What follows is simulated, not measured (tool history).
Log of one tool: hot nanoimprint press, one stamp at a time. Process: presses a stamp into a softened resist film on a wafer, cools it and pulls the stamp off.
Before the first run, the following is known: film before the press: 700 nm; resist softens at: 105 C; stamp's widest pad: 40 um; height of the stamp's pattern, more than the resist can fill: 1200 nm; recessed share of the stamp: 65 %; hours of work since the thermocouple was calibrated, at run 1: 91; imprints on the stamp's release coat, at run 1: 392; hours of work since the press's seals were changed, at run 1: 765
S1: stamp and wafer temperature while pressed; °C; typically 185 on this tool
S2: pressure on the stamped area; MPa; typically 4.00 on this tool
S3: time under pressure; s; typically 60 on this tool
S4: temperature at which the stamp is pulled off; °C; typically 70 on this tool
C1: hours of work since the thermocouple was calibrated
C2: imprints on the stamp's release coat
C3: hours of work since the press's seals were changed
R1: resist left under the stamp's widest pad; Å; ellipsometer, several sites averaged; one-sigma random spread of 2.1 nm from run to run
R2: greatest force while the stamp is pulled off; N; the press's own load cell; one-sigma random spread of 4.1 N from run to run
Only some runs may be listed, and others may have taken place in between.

run 1 hour=0.0 | S1=185 S2=4.00 S3=60 S4=70 | C1=91 C2=392 C3=765 | R1=3546 R2=210
run 2 hour=17.9 | S1=185 S2=4.00 S3=60 S4=70 | C1=105 C2=452 C3=779 | R1=3534 R2=219
run 3 hour=31.5 | S1=183 S2=4.00 S3=60 S4=70 | C1=115 C2=497 C3=789 | R1=3754 R2=221
run 4 hour=45.9 | S1=194 S2=4.00 S3=60 S4=70 | C1=127 C2=546 C3=801 | R1=2758 R2=214
run 5 hour=65.8 | S1=185 S2=4.00 S3=105 S4=70 | C1=142 C2=613 C3=816 | R1=2930 R2=218
run 6 hour=90.9 | S1=185 S2=4.00 S3=105 S4=70 | C1=162 C2=697 C3=836 | R1=2916 R2=224
run 7 hour=106.5 | S1=194 S2=4.00 S3=60 S4=70 | C1=174 C2=749 C3=848 | R1=2770 R2=221
run 8 hour=122.1 | S1=194 S2=4.00 S3=60 S4=70 | C1=186 C2=802 C3=860 | R1=2765 R2=226
run 9 hour=142.7 | S1=194 S2=4.00 S3=60 S4=70 | C1=202 C2=871 C3=876 | R1=2771 R2=231
run 10 hour=163.5 | S1=185 S2=4.00 S3=60 S4=68 | C1=218 C2=941 C3=892 | R1=3639 R2=242
run 11 hour=185.4 | S1=185 S2=4.00 S3=60 S4=68 | C1=235 C2=1014 C3=909 | R1=3643 R2=251
run 12 hour=211.4 | S1=185 S2=4.00 S3=60 S4=70 | C1=256 C2=1102 C3=930 | R1=3629 R2=238
run 13 hour=241.9 | S1=185 S2=4.00 S3=60 S4=70 | C1=280 C2=1204 C3=954 | R1=3664 R2=239
-- hour=247.2 plate thermocouple calibrated
run 14 hour=271.3 | S1=185 S2=4.00 S3=63 S4=70 | C1=19 C2=1293 C3=974 | R1=3643 R2=249
-- hour=284.2 press's hydraulic seals changed and the load cell set to zero
-- hour=297.3 stamp cleaned and given a new release coat
run 15 hour=304.1 | S1=185 S2=4.00 S3=63 S4=70 | C1=33 C2=23 C3=11 | R1=3582 R2=208
run 16 hour=323.8 | S1=177 S2=4.43 S3=31 S4=65 | C1=49 C2=89 C3=26 | R1=5175 R2=239
-- hour=335.8 plate thermocouple calibrated, once more
run 17 hour=358.4 | S1=177 S2=4.43 S3=31 S4=65 | C1=18 C2=195 C3=51 | R1=5061 R2=230
run 18 hour=373.2 | S1=177 S2=4.43 S3=31 S4=65 | C1=29 C2=245 C3=62 | R1=4988 R2=238
run 19 hour=390.0 | S1=195 S2=4.00 S3=36 S4=70 | C1=42 C2=301 C3=75 | R1=3172 R2=217
run 20 hour=410.8 | S1=195 S2=4.00 S3=36 S4=70 | C1=59 C2=371 C3=92 | R1=3196 R2=216
run 21 hour=440.4 | S1=182 S2=3.16 S3=86 S4=60 | C1=82 C2=471 C3=115 | R1=3753 R2=290
run 22 hour=471.7 | S1=182 S2=3.16 S3=86 S4=60 | C1=106 C2=576 C3=139 | R1=3784 R2=277
run 23 hour=498.2 | S1=194 S2=4.00 S3=41 S4=70 | C1=127 C2=665 C3=160 | R1=3125 R2=223
run 24 hour=514.8 | S1=185 S2=3.06 S3=34 S4=70 | C1=140 C2=721 C3=173 | R1=4678 R2=233
run 25 hour=545.8 | S1=191 S2=4.06 S3=48 S4=70 | C1=164 C2=825 C3=197 | R1=3229 R2=223
run 26 hour=565.5 | S1=185 S2=4.17 S3=75 S4=76 | C1=179 C2=891 C3=212 | R1=3233 R2=192
run 27 hour=594.2 | S1=176 S2=4.00 S3=60 S4=70 | C1=202 C2=987 C3=235 | R1=4568 R2=234
run 28 hour=612.8 | S1=185 S2=6.19 S3=60 S4=70 | C1=216 C2=1050 C3=249 | R1=2959 R2=240
run 29 hour=630.9 | S1=185 S2=6.19 S3=60 S4=70 | C1=230 C2=1111 C3=263 | R1=2922 R2=238

Measured less the same run without the tool's hidden state. The same run-to-run variation is in both; the gauge's scatter may not be:
The hidden state here: true temperature over the reading, C; pressure that arrives at the usual setting, %; grip of the stamp's worn release coat, % over a new coat's; drift of the gauge itself on residual_nm, %; drift of the gauge itself on pull_off_n, %.
run=1 R1=+87 R2=+13
run=2 R1=+93 R2=+15
run=3 R1=+102 R2=+17
run=4 R1=+87 R2=+18
run=5 R1=+102 R2=+21
run=6 R1=+110 R2=+24
run=7 R1=+106 R2=+25
run=8 R1=+110 R2=+28
run=9 R1=+117 R2=+31
run=10 R1=+154 R2=+34
run=11 R1=+163 R2=+37
run=12 R1=+173 R2=+39
run=13 R1=+186 R2=+42
run=14 R1=+264 R2=+50
run=15 R1=+186 R2=+11
run=16 R1=+207 R2=+14
run=17 R1=+25 R2=+7
run=18 R1=+31 R2=+9
run=19 R1=+29 R2=+10
run=20 R1=+37 R2=+13
run=21 R1=+57 R2=+21
run=22 R1=+70 R2=+25
run=23 R1=+65 R2=+23
run=24 R1=+82 R2=+26
run=25 R1=+88 R2=+28
run=26 R1=+102 R2=+27
run=27 R1=+134 R2=+35
run=28 R1=+122 R2=+38
run=29 R1=+128 R2=+40
